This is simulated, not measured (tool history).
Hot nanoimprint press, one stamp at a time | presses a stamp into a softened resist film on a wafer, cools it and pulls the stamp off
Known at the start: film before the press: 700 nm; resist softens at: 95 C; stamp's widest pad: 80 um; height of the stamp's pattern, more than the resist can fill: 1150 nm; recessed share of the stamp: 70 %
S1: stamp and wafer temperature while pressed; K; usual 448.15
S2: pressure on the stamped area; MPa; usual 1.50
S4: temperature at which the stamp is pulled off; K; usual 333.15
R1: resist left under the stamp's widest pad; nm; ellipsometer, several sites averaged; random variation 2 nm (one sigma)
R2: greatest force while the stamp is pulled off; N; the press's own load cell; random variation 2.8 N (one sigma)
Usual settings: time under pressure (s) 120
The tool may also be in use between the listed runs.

run 1 day=0.000 | S1=448.15 S2=1.50 time_under_pressure_(s)=120 S4=333.15 | R1=337.3 R2=190
run 2 day=0.804 | S1=448.15 S2=1.50 time_under_pressure_(s)=120 S4=331.15 | R1=337.3 R2=199
-- day=1.054 plate thermocouple calibrated
run 3 day=2.067 | S1=448.15 S2=1.50 time_under_pressure_(s)=120 S4=333.15 | R1=349.8 R2=211
run 4 day=3.450 | S1=448.15 S2=1.50 time_under_pressure_(s)=120 S4=333.15 | R1=349.4 R2=201
run 5 day=4.933 | S1=448.15 S2=1.98 time_under_pressure_(s)=120 S4=333.15 | R1=300.5 R2=211
run 6 day=6.408 | S1=448.15 S2=1.50 time_under_pressure_(s)=120 S4=333.15 | R1=351.3 R2=214
-- day=7.254 stamp cleaned and given a new release coat
run 7 day=7.979 | S1=448.15 S2=1.50 time_under_pressure_(s)=120 S4=333.15 | R1=351.2 R2=145
run 8 day=8.992 | S1=448.15 S2=1.50 time_under_pressure_(s)=166 S4=333.15 | R1=320.0 R2=147
run 9 day=9.871 | S1=448.15 S2=1.50 time_under_pressure_(s)=69 S4=333.15 | R1=419.9 R2=156
-- day=10.833 plate thermocouple calibrated, once more
run 10 day=11.200 | S1=460.15 S2=1.27 time_under_pressure_(s)=69 S4=333.15 | R1=271.2 R2=146
run 11 day=12.492 | S1=445.15 S2=1.55 time_under_pressure_(s)=184 S4=327.15 | R1=315.3 R2=174
run 12 day=13.508 | S1=443.15 S2=1.50 time_under_pressure_(s)=120 S4=330.15 | R1=394.8 R2=170
run 13 day=14.379 | S1=443.15 S2=1.64 time_under_pressure_(s)=145 S4=330.15 | R1=358.3 R2=169
run 14 day=15.875 | S1=450.15 S2=0.93 time_under_pressure_(s)=196 S4=337.15 | R1=338.1 R2=146
run 15 day=16.850 | S1=450.15 S2=0.93 time_under_pressure_(s)=196 S4=337.15 | R1=342.3 R2=157
run 16 day=18.300 | S1=447.15 S2=1.50 time_under_pressure_(s)=158 S4=333.15 | R1=317.5 R2=177
run 17 day=19.329 | S1=440.15 S2=1.53 time_under_pressure_(s)=120 S4=341.15 | R1=443.3 R2=139
run 18 day=20.500 | S1=440.15 S2=2.15 time_under_pressure_(s)=133 S4=341.15 | R1=367.4 R2=147

Forecast each of these 4 alternatives for the next run:
-- day=21.142 press's hydraulic seals changed and the load cell set to zero
run A day=21.867 | S1=448.15 S2=1.75 time_under_pressure_(s)=86 S4=331.15 | R1=? R2=?
-- day=21.142 press's hydraulic seals changed and the load cell set to zero
run B day=21.867 | S1=440.15 S2=2.15 time_under_pressure_(s)=133 S4=321.15 | R1=? R2=?
-- day=21.142 press's hydraulic seals changed and the load cell set to zero
run C day=21.867 | S1=440.15 S2=0.91 time_under_pressure_(s)=174 S4=319.15 | R1=? R2=?
-- day=21.142 press's hydraulic seals changed and the load cell set to zero
run D day=21.867 | S1=448.15 S2=1.50 time_under_pressure_(s)=93 S4=333.15 | R1=? R2=?

run=A R1=332.4 R2=196
run=B R1=358.5 R2=245
run=C R1=500.3 R2=253
run=D R1=359.5 R2=185
Without the tool's hidden state the same runs would have given:
run=A R1=322.2 R2=138
run=B R1=346.5 R2=173
run=C R1=488.7 R2=179
run=D R1=348.8 R2=130
